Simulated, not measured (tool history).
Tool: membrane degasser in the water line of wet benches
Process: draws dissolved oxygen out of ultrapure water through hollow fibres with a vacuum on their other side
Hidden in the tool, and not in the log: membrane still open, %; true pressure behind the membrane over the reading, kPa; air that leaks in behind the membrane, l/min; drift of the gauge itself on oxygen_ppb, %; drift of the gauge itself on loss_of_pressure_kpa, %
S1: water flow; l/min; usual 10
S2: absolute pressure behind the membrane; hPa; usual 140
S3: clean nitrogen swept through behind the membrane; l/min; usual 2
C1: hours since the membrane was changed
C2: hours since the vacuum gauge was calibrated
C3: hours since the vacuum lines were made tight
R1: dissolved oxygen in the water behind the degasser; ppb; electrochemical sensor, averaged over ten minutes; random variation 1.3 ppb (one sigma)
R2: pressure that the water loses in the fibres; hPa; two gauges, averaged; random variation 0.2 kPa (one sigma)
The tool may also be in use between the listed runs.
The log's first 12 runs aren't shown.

run,hour,S1,S2,S3,C1,C2,C3,R1,R2
13,1231.5,10,140,2.33,5744,845,939,118.4,460.6
14,1323.3,10,140,2,5836,937,1031,137.4,464.4
15,1433.4,10,140,2,5946,1047,1141,140.4,462.8
16,1504.7,10,140,2,6017,1118,1213,136.7,460.3
17,1584.3,9,140,2,6097,1198,1292,123.1,415.5
18,1639.9,8,140,0.93,6153,1253,1348,219.3,366.9
19,1704.9,13,247,2,6218,1318,1413,358.3,603.9
20,1785.7,13,247,2,6298,1399,1494,359,600.1
21,1888.2,10,94,1.08,6401,1501,1596,147.5,464.3
22,1952.7,10,164,2,6465,1566,1661,169.9,468.1
23,2021.9,11,124,1.64,6535,1635,1730,162.4,512.1
24,2090.4,11,124,1.64,6603,1704,1798,163.6,516.6
25,2154.6,11,124,1.64,6667,1768,1863,162,514
26,2214.9,11,124,1.64,6728,1828,1923,164.7,513.2
27,2301.1,11,124,1.64,6814,1914,2009,163.1,516.2
28,2384.6,11,124,1.64,6897,1998,2093,165.5,513.6
29,2460.8,8,147,4.51,6973,2074,2169,53.7,373.5
30,2570,8,147,4.51,7083,2183,2278,54.2,376.5
31,2686.1,9,263,4.29,7199,2299,2394,126.4,418.7
32,2803.2,11,183,3.75,7316,2416,2511,125.7,518.2
33,2886.7,10,140,3.97,7399,2500,2595,76.7,470.7

Forecast each of these 3 alternatives for the next run:
A,2943.8,7,140,0.83,7457,2557,2652,?,?
B,2943.8,16,140,3.97,7457,2557,2652,?,?
C,2943.8,9,125,4.59,7457,2557,2652,?,?

run,R1,R2
A,224.1,331.1
B,185.4,760.5
C,51.4,425.1
Without the tool's hidden state the same runs would have given:
run,R1,R2
A,214.5,293.1
B,147,672.8
C,46.8,376.1

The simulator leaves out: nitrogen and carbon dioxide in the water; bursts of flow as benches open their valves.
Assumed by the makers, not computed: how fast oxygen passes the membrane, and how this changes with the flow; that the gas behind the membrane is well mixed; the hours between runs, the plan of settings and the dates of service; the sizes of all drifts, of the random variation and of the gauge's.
